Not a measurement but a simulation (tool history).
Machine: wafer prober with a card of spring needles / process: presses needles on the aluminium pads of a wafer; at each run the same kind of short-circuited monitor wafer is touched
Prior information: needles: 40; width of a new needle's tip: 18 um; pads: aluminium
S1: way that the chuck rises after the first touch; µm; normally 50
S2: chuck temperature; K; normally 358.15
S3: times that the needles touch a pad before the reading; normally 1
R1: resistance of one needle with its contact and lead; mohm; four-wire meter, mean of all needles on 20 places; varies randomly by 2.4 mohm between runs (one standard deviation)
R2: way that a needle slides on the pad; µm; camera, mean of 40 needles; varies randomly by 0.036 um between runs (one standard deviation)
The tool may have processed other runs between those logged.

{"run": 1, "hour": 0.0, "S1": 50, "S2": 358.15, "S3": 1, "R1": 334, "R2": 7.32}
{"hour": 2.1, "done": "tips cleaned on abrasive film"}
{"hour": 13.6, "done": "tips cleaned on abrasive film"}
{"hour": 22.5, "done": "height of the first contact set anew"}
{"hour": 24.5, "done": "tips cleaned on abrasive film"}
{"run": 2, "hour": 26.4, "S1": 50, "S2": 358.15, "S3": 2, "R1": 285, "R2": 7.68}
{"hour": 35.2, "done": "tips cleaned on abrasive film"}
{"hour": 45.9, "done": "tips cleaned on abrasive film"}
{"run": 3, "hour": 49.2, "S1": 50, "S2": 358.15, "S3": 1, "R1": 298, "R2": 7.61}
{"hour": 57.5, "done": "tips cleaned on abrasive film"}
{"hour": 69.7, "done": "tips cleaned on abrasive film"}
{"run": 4, "hour": 70.6, "S1": 50, "S2": 358.15, "S3": 1, "R1": 283, "R2": 7.59}
{"hour": 81.4, "done": "tips cleaned on abrasive film"}
{"hour": 92.4, "done": "tips cleaned on abrasive film"}
{"run": 5, "hour": 96.5, "S1": 50, "S2": 358.15, "S3": 1, "R1": 308, "R2": 7.57}
{"hour": 103.3, "done": "tips cleaned on abrasive film"}
{"hour": 114.2, "done": "tips cleaned on abrasive film"}
{"run": 6, "hour": 116.0, "S1": 50, "S2": 358.15, "S3": 1, "R1": 292, "R2": 7.45}
{"hour": 125.2, "done": "tips cleaned on abrasive film"}
{"hour": 136.0, "done": "tips cleaned on abrasive film"}
{"run": 7, "hour": 138.9, "S1": 41, "S2": 358.15, "S3": 1, "R1": 319, "R2": 6.09}
{"hour": 146.9, "done": "tips cleaned on abrasive film"}
{"hour": 157.3, "done": "tips cleaned on abrasive film"}
{"run": 8, "hour": 166.3, "S1": 41, "S2": 358.15, "S3": 1, "R1": 364, "R2": 6.01}
{"hour": 168.2, "done": "tips cleaned on abrasive film"}
{"hour": 180.2, "done": "tips cleaned on abrasive film"}
{"run": 9, "hour": 189.6, "S1": 41, "S2": 358.15, "S3": 1, "R1": 378, "R2": 6.02}
{"hour": 190.8, "done": "tips cleaned on abrasive film"}
{"hour": 201.3, "done": "tips cleaned on abrasive film"}
{"run": 10, "hour": 201.3, "S1": 50, "S2": 358.15, "S3": 1, "R1": 278, "R2": 7.34}
{"hour": 211.8, "done": "tips cleaned on abrasive film"}
{"run": 11, "hour": 216.3, "S1": 50, "S2": 358.15, "S3": 1, "R1": 315, "R2": 7.31}
{"hour": 222.1, "done": "tips cleaned on abrasive film"}
{"hour": 233.8, "done": "tips cleaned on abrasive film"}
{"hour": 236.0, "done": "height of the first contact set anew"}
{"hour": 244.5, "done": "tips cleaned on abrasive film"}
{"run": 12, "hour": 244.7, "S1": 50, "S2": 358.15, "S3": 1, "R1": 279, "R2": 7.67}
{"hour": 254.8, "done": "tips cleaned on abrasive film"}
{"run": 13, "hour": 260.4, "S1": 50, "S2": 358.15, "S3": 1, "R1": 319, "R2": 7.65}
{"hour": 265.5, "done": "tips cleaned on abrasive film"}
{"hour": 276.0, "done": "tips cleaned on abrasive film"}
{"run": 14, "hour": 277.9, "S1": 50, "S2": 358.15, "S3": 1, "R1": 293, "R2": 7.6}
{"hour": 286.8, "done": "tips cleaned on abrasive film"}
{"hour": 299.1, "done": "tips cleaned on abrasive film"}
{"run": 15, "hour": 300.9, "S1": 50, "S2": 358.15, "S3": 1, "R1": 296, "R2": 7.49}
{"hour": 311.0, "done": "tips cleaned on abrasive film"}
{"run": 16, "hour": 321.1, "S1": 38, "S2": 321.15, "S3": 3, "R1": 316, "R2": 5.69}
{"hour": 323.5, "done": "tips cleaned on abrasive film"}
{"hour": 333.9, "done": "tips cleaned on abrasive film"}
{"hour": 344.5, "done": "tips cleaned on abrasive film"}
{"run": 17, "hour": 344.5, "S1": 38, "S2": 321.15, "S3": 3, "R1": 275, "R2": 5.66}
{"hour": 355.4, "done": "tips cleaned on abrasive film"}
{"run": 18, "hour": 357.4, "S1": 40, "S2": 358.15, "S3": 1, "R1": 318, "R2": 5.95}
{"hour": 365.6, "done": "tips cleaned on abrasive film"}
{"run": 19, "hour": 374.1, "S1": 40, "S2": 358.15, "S3": 1, "R1": 379, "R2": 5.89}
{"hour": 376.5, "done": "tips cleaned on abrasive film"}
{"hour": 388.1, "done": "tips cleaned on abrasive film"}
{"run": 20, "hour": 391.8, "S1": 40, "S2": 358.15, "S3": 1, "R1": 344, "R2": 5.88}
{"hour": 400.4, "done": "tips cleaned on abrasive film"}
{"hour": 412.5, "done": "tips cleaned on abrasive film"}
{"run": 21, "hour": 420.5, "S1": 40, "S2": 331.15, "S3": 3, "R1": 305, "R2": 5.84}
{"hour": 423.5, "done": "tips cleaned on abrasive film"}
{"run": 22, "hour": 432.0, "S1": 55, "S2": 352.15, "S3": 1, "R1": 325, "R2": 8.07}
{"hour": 434.3, "done": "tips cleaned on abrasive film"}
{"hour": 444.7, "done": "tips cleaned on abrasive film"}
{"hour": 449.2, "done": "height of the first contact set anew"}
{"run": 23, "hour": 455.0, "S1": 30, "S2": 371.15, "S3": 3, "R1": 359, "R2": 4.55}
{"hour": 456.8, "done": "tips cleaned on abrasive film"}
{"hour": 468.4, "done": "tips cleaned on abrasive film"}
{"run": 24, "hour": 474.2, "S1": 50, "S2": 346.15, "S3": 1, "R1": 320, "R2": 7.63}
{"hour": 479.6, "done": "tips cleaned on abrasive film"}
{"hour": 490.2, "done": "tips cleaned on abrasive film"}
{"run": 25, "hour": 493.6, "S1": 50, "S2": 349.15, "S3": 1, "R1": 306, "R2": 7.58}
{"hour": 500.5, "done": "tips cleaned on abrasive film"}
{"hour": 512.6, "done": "tips cleaned on abrasive film"}
{"run": 26, "hour": 512.6, "S1": 32, "S2": 371.15, "S3": 1, "R1": 323, "R2": 4.75}
{"hour": 523.5, "done": "tips cleaned on abrasive film"}
{"run": 27, "hour": 530.7, "S1": 32, "S2": 371.15, "S3": 1, "R1": 425, "R2": 4.77}
{"hour": 534.7, "done": "tips cleaned on abrasive film"}
{"hour": 545.2, "done": "tips cleaned on abrasive film"}
{"run": 28, "hour": 545.4, "S1": 32, "S2": 371.15, "S3": 1, "R1": 317, "R2": 4.71}
{"hour": 555.5, "done": "tips cleaned on abrasive film"}
{"run": 29, "hour": 565.3, "S1": 32, "S2": 371.15, "S3": 1, "R1": 462, "R2": 4.73}
{"hour": 567.4, "done": "tips cleaned on abrasive film"}
{"hour": 578.0, "done": "tips cleaned on abrasive film"}
{"run": 30, "hour": 584.9, "S1": 35, "S2": 320.15, "S3": 2, "R1": 347, "R2": 5.06}

How would selected steps in R1 from run to run divide? Give the signed amount a tool lacking its hidden state would still show from settings, what came in and random variation, and the signed amount left for the hidden state, including any gauge scatter that is not in both of the compared results.
Unlogged tool condition in this case: debris on the tips, nm; way that the needles fall short of the set height, um; tips' diameter, um; drift of the gauge itself on contact_mohm, %; drift of the gauge itself on scrub_um, %.
Run 26 -> 27: tips cleaned on abrasive film. R1 +102 mohm: hidden state +111, all else -9.
Run 27 -> 28: tips cleaned on abrasive film, tips cleaned on abrasive film. R1 -108 mohm: hidden state -110, all else +2.
Run 28 -> 29: tips cleaned on abrasive film. R1 +145 mohm: hidden state +145, all else +0.
Run 29 -> 30: S1 32 -> 35, S2 371.15 -> 320.15, S3 1 -> 2, tips cleaned on abrasive film, tips cleaned on abrasive film. R1 -115 mohm: hidden state -94, all else -21.
